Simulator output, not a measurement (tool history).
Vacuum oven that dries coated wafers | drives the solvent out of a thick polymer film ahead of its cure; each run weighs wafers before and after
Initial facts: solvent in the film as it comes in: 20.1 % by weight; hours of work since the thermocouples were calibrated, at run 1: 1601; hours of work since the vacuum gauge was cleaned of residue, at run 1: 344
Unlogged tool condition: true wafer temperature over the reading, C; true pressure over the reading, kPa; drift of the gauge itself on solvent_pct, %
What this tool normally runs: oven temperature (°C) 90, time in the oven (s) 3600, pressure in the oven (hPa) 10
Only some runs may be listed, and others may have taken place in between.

run	hour	oven temperature (°C)	time in the oven (s)	pressure in the oven (hPa)	hours of work since the thermocouples were calibrated	hours of work since the vacuum gauge was cleaned of residue	solvent left in the film (%)
1	0	90	3600	10	1601	344	4.37
2	29.3	90	3600	13.1	1617	360	4.43
3	58.1	90	3600	10	1632	376	4.31
4	86.5	90	3600	10	1648	391	4.39
5	118.1	94	3600	10	1665	408	3.25
# hour 155.6: oven's thermocouples calibrated
6	170.6	94	3600	10	8	436	2.85
7	215.8	90	4560	10	33	460	2.75
8	268.5	90	4560	10	61	489	2.74
9	315.7	90	4560	10	87	514	2.77
10	350.3	90	4560	10	106	533	2.78
11	398.6	90	4560	10	132	559	2.76
12	422.4	91	3600	10	145	572	3.66
13	467.7	91	3600	10	169	597	3.69
14	507.8	91	4500	10	191	619	2.56
15	561.2	92	3600	10	220	648	3.43
16	614.9	92	3600	10	249	677	3.49
17	654.3	92	3600	38	271	698	4.34
18	710.2	92	3600	38	301	728	4.29
19	734.6	105	3600	10	314	742	0.98
20	772	90	3600	10	334	762	4.04
21	824.1	90	3600	10	363	790	4.01
22	859.5	90	3600	10	382	809	4.08
23	910.4	90	3600	10	410	837	4.04
24	939.9	90	3600	10	426	853	4
25	964.6	90	3600	10	439	866	4.04
26	1010.7	90	3600	10	464	891	4.15
27	1065.1	90	2940	10	494	921	4.99
28	1098.5	90	2940	10	512	939	5.17
29	1150.4	90	2700	31.4	540	967	6.36
30	1198.3	81	2700	31.4	566	993	9.32
31	1241.3	81	2700	31.4	589	1017	9.38
32	1297.8	95	2040	31.4	620	1047	6.35
33	1332.6	95	2040	31.4	639	1066	6.36
34	1378.1	91	2700	10	663	1091	5.4
35	1415.9	91	2700	10	684	1111	5.43
36	1462.4	92	3540	10	709	1137	3.67
37	1490.1	78	3600	10	724	1152	8.18
38	1518.1	82	2760	8.6	739	1167	8.22
39	1571.5	88	3600	29.2	768	1196	5.45
40	1619.8	101	3540	5.4	794	1222	1.51
41	1655.7	101	3540	35.2	814	1241	2.41
42	1683.1	96	3600	27.2	829	1256	3.18
43	1727.3	104	2340	31.2	853	1280	3.12
44	1751.1	104	2340	10.4	866	1293	2.65
45	1790.6	79	5940	5.3	887	1315	4.74
46	1838.5	79	5940	5.3	913	1341	4.8
47	1871.5	91	5700	27.4	931	1359	2.63

Below are 4 alternative next runs, each starting from the tool's condition after run 47. Predict each:
A	1922.4	89	5160	10	959	1386	?
B	1922.4	77	3600	37.7	959	1386	?
C	1922.4	79	1860	33.2	959	1386	?
D	1922.4	88	2880	9.3	959	1386	?

run	solvent left in the film (%)
A	2.74
B	9.66
C	12
D	6.07
What these runs would have given with no unlogged condition in the tool:
run	solvent left in the film (%)
A	2.38
B	9.21
C	11.66
D	5.68
